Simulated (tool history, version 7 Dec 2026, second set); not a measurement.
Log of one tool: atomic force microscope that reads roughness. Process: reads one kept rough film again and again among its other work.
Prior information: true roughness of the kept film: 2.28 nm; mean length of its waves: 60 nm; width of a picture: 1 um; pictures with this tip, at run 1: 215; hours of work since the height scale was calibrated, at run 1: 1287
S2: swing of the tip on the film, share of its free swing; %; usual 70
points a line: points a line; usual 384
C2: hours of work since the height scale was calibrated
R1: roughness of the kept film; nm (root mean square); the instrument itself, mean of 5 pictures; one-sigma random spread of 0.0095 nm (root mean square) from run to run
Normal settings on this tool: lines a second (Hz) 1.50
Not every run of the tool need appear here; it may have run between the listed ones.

{"run": 1, "hour": 0.0, "lines a second (Hz)": 1.5, "S2": 70, "points a line": 384, "pictures with this tip": 215, "C2": 1287, "R1": 2.06}
{"run": 2, "hour": 22.9, "lines a second (Hz)": 1.5, "S2": 70, "points a line": 384, "pictures with this tip": 269, "C2": 1304, "R1": 2.044}
{"hour": 54.2, "done": "new tip fitted"}
{"run": 3, "hour": 54.2, "lines a second (Hz)": 1.5, "S2": 70, "points a line": 384, "pictures with this tip": 0, "C2": 1328, "R1": 2.153}
{"run": 4, "hour": 98.7, "lines a second (Hz)": 1.5, "S2": 70, "points a line": 384, "pictures with this tip": 106, "C2": 1362, "R1": 2.121}
{"run": 5, "hour": 140.8, "lines a second (Hz)": 1.5, "S2": 70, "points a line": 384, "pictures with this tip": 207, "C2": 1394, "R1": 2.059}
{"run": 6, "hour": 162.4, "lines a second (Hz)": 1.5, "S2": 70, "points a line": 384, "pictures with this tip": 259, "C2": 1411, "R1": 2.041}
{"hour": 199.2, "done": "new tip fitted"}
{"run": 7, "hour": 203.8, "lines a second (Hz)": 0.51, "S2": 70, "points a line": 384, "pictures with this tip": 11, "C2": 1442, "R1": 2.21}
{"run": 8, "hour": 244.2, "lines a second (Hz)": 0.51, "S2": 70, "points a line": 384, "pictures with this tip": 108, "C2": 1473, "R1": 2.155}
{"run": 9, "hour": 269.5, "lines a second (Hz)": 0.51, "S2": 70, "points a line": 384, "pictures with this tip": 168, "C2": 1492, "R1": 2.122}
{"run": 10, "hour": 313.7, "lines a second (Hz)": 0.51, "S2": 70, "points a line": 384, "pictures with this tip": 274, "C2": 1526, "R1": 2.087}
{"hour": 341.4, "done": "new tip fitted"}
{"run": 11, "hour": 344.3, "lines a second (Hz)": 0.51, "S2": 70, "points a line": 384, "pictures with this tip": 7, "C2": 1549, "R1": 2.2}
{"run": 12, "hour": 380.0, "lines a second (Hz)": 1.5, "S2": 70, "points a line": 384, "pictures with this tip": 92, "C2": 1576, "R1": 2.128}
{"run": 13, "hour": 404.8, "lines a second (Hz)": 1.5, "S2": 70, "points a line": 384, "pictures with this tip": 152, "C2": 1595, "R1": 2.102}
{"run": 14, "hour": 429.7, "lines a second (Hz)": 1.5, "S2": 70, "points a line": 384, "pictures with this tip": 211, "C2": 1614, "R1": 2.068}
{"run": 15, "hour": 473.9, "lines a second (Hz)": 1.5, "S2": 70, "points a line": 384, "pictures with this tip": 317, "C2": 1648, "R1": 2.008}
{"hour": 486.1, "done": "new tip fitted"}
{"run": 16, "hour": 493.8, "lines a second (Hz)": 1.5, "S2": 70, "points a line": 384, "pictures with this tip": 18, "C2": 1663, "R1": 2.179}
{"run": 17, "hour": 515.5, "lines a second (Hz)": 1.5, "S2": 70, "points a line": 384, "pictures with this tip": 70, "C2": 1680, "R1": 2.121}
{"run": 18, "hour": 554.7, "lines a second (Hz)": 1.5, "S2": 70, "points a line": 768, "pictures with this tip": 164, "C2": 1710, "R1": 2.104}
{"run": 19, "hour": 581.0, "lines a second (Hz)": 1.5, "S2": 70, "points a line": 384, "pictures with this tip": 226, "C2": 1730, "R1": 2.063}
{"run": 20, "hour": 617.1, "lines a second (Hz)": 1.5, "S2": 55, "points a line": 384, "pictures with this tip": 313, "C2": 1758, "R1": 2.05}
{"hour": 629.3, "done": "new tip fitted"}
{"run": 21, "hour": 651.7, "lines a second (Hz)": 1.5, "S2": 55, "points a line": 384, "pictures with this tip": 53, "C2": 1784, "R1": 2.2}
{"run": 22, "hour": 676.1, "lines a second (Hz)": 1.5, "S2": 55, "points a line": 384, "pictures with this tip": 112, "C2": 1802, "R1": 2.148}
{"run": 23, "hour": 715.6, "lines a second (Hz)": 1.5, "S2": 55, "points a line": 384, "pictures with this tip": 206, "C2": 1833, "R1": 2.125}
{"run": 24, "hour": 733.8, "lines a second (Hz)": 1.5, "S2": 70, "points a line": 384, "pictures with this tip": 250, "C2": 1847, "R1": 2.06}
{"run": 25, "hour": 756.9, "lines a second (Hz)": 1.5, "S2": 70, "points a line": 384, "pictures with this tip": 305, "C2": 1864, "R1": 2.036}
{"hour": 772.2, "done": "new tip fitted"}
{"run": 26, "hour": 784.0, "lines a second (Hz)": 1.5, "S2": 70, "points a line": 384, "pictures with this tip": 28, "C2": 1885, "R1": 2.158}
{"run": 27, "hour": 828.7, "lines a second (Hz)": 1.5, "S2": 70, "points a line": 384, "pictures with this tip": 135, "C2": 1919, "R1": 2.104}
{"run": 28, "hour": 868.6, "lines a second (Hz)": 0.65, "S2": 75, "points a line": 562, "pictures with this tip": 231, "C2": 1949, "R1": 2.083}
{"run": 29, "hour": 901.5, "lines a second (Hz)": 1.9, "S2": 64, "points a line": 384, "pictures with this tip": 309, "C2": 1975, "R1": 2.038}
{"hour": 914.5, "done": "new tip fitted"}
{"run": 30, "hour": 936.7, "lines a second (Hz)": 0.65, "S2": 62, "points a line": 470, "pictures with this tip": 53, "C2": 2001, "R1": 2.176}
{"run": 31, "hour": 968.7, "lines a second (Hz)": 0.84, "S2": 72, "points a line": 299, "pictures with this tip": 130, "C2": 2026, "R1": 2.135}
{"run": 32, "hour": 991.4, "lines a second (Hz)": 0.84, "S2": 72, "points a line": 299, "pictures with this tip": 184, "C2": 2043, "R1": 2.101}
{"run": 33, "hour": 1017.8, "lines a second (Hz)": 0.67, "S2": 65, "points a line": 494, "pictures with this tip": 247, "C2": 2063, "R1": 2.086}
{"run": 34, "hour": 1055.1, "lines a second (Hz)": 0.67, "S2": 65, "points a line": 494, "pictures with this tip": 336, "C2": 2092, "R1": 2.041}
{"hour": 1059.3, "done": "new tip fitted"}
{"run": 35, "hour": 1083.0, "lines a second (Hz)": 1.51, "S2": 89, "points a line": 333, "pictures with this tip": 57, "C2": 2113, "R1": 2.056}
{"run": 36, "hour": 1107.3, "lines a second (Hz)": 1.51, "S2": 83, "points a line": 259, "pictures with this tip": 115, "C2": 2132, "R1": 2.039}
{"run": 37, "hour": 1136.4, "lines a second (Hz)": 1.5, "S2": 70, "points a line": 307, "pictures with this tip": 184, "C2": 2154, "R1": 2.069}
{"run": 38, "hour": 1157.6, "lines a second (Hz)": 1.5, "S2": 65, "points a line": 935, "pictures with this tip": 235, "C2": 2170, "R1": 2.079}
{"run": 39, "hour": 1199.1, "lines a second (Hz)": 0.82, "S2": 89, "points a line": 887, "pictures with this tip": 334, "C2": 2202, "R1": 1.994}
{"hour": 1203.5, "done": "new tip fitted"}
{"run": 40, "hour": 1221.8, "lines a second (Hz)": 2.2, "S2": 58, "points a line": 859, "pictures with this tip": 44, "C2": 2219, "R1": 2.184}
{"run": 41, "hour": 1241.5, "lines a second (Hz)": 2.31, "S2": 89, "points a line": 392, "pictures with this tip": 91, "C2": 2234, "R1": 1.97}
{"run": 42, "hour": 1269.9, "lines a second (Hz)": 3.14, "S2": 72, "points a line": 349, "pictures with this tip": 159, "C2": 2256, "R1": 2.028}
{"run": 43, "hour": 1297.7, "lines a second (Hz)": 3.14, "S2": 72, "points a line": 349, "pictures with this tip": 226, "C2": 2277, "R1": 1.991}
{"run": 44, "hour": 1329.9, "lines a second (Hz)": 1.5, "S2": 78, "points a line": 384, "pictures with this tip": 302, "C2": 2302, "R1": 2.003}
{"hour": 1345.4, "done": "new tip fitted"}
{"run": 45, "hour": 1367.5, "lines a second (Hz)": 1.99, "S2": 65, "points a line": 384, "pictures with this tip": 53, "C2": 2330, "R1": 2.153}
{"run": 46, "hour": 1406.6, "lines a second (Hz)": 1.68, "S2": 57, "points a line": 334, "pictures with this tip": 147, "C2": 2360, "R1": 2.139}
{"run": 47, "hour": 1426.2, "lines a second (Hz)": 2.3, "S2": 62, "points a line": 359, "pictures with this tip": 193, "C2": 2375, "R1": 2.085}
{"run": 48, "hour": 1451.3, "lines a second (Hz)": 1.33, "S2": 86, "points a line": 384, "pictures with this tip": 253, "C2": 2394, "R1": 2.009}
{"run": 49, "hour": 1474.5, "lines a second (Hz)": 0.59, "S2": 70, "points a line": 606, "pictures with this tip": 309, "C2": 2412, "R1": 2.055}
{"hour": 1488.1, "done": "new tip fitted"}
{"run": 50, "hour": 1494.2, "lines a second (Hz)": 1.84, "S2": 65, "points a line": 358, "pictures with this tip": 15, "C2": 2427, "R1": 2.187}
{"run": 51, "hour": 1517.3, "lines a second (Hz)": 1.5, "S2": 83, "points a line": 384, "pictures with this tip": 70, "C2": 2444, "R1": 2.099}
{"run": 52, "hour": 1537.4, "lines a second (Hz)": 3.82, "S2": 83, "points a line": 384, "pictures with this tip": 118, "C2": 2460, "R1": 1.924}
{"run": 53, "hour": 1567.7, "lines a second (Hz)": 3.82, "S2": 63, "points a line": 531, "pictures with this tip": 191, "C2": 2483, "R1": 2.035}

Hidden state or all else? Some run-to-run changes of R1, split into what the settings, what came in and random variation would give without the hidden state, and what is left for the hidden state (with any gauge scatter that isn't in both results):
Hidden state present: radius of the tip, nm; height scale over the true one, %; drift of the gauge itself on roughness_nm, %.
Run 15 -> 16: new tip fitted. R1 +0.171 nm (root mean square): hidden state +0.155, all else +0.016.
Run 34 -> 35: lines a second (Hz) 0.67 -> 1.51, S2 65 -> 89, points a line 494 -> 333, new tip fitted. R1 +0.015 nm (root mean square): hidden state +0.150, all else -0.135.
Run 39 -> 40: lines a second (Hz) 0.82 -> 2.20, S2 89 -> 58, points a line 887 -> 859, new tip fitted. R1 +0.190 nm (root mean square): hidden state +0.143, all else +0.047.
Run 40 -> 41: lines a second (Hz) 2.20 -> 2.31, S2 58 -> 89, points a line 859 -> 392. R1 -0.214 nm (root mean square): hidden state -0.024, all else -0.190.
Run 49 -> 50: lines a second (Hz) 0.59 -> 1.84, S2 70 -> 65, points a line 606 -> 358, new tip fitted. R1 +0.132 nm (root mean square): hidden state +0.156, all else -0.024.
Run 51 -> 52: lines a second (Hz) 1.50 -> 3.82. R1 -0.175 nm (root mean square): hidden state -0.021, all else -0.154.
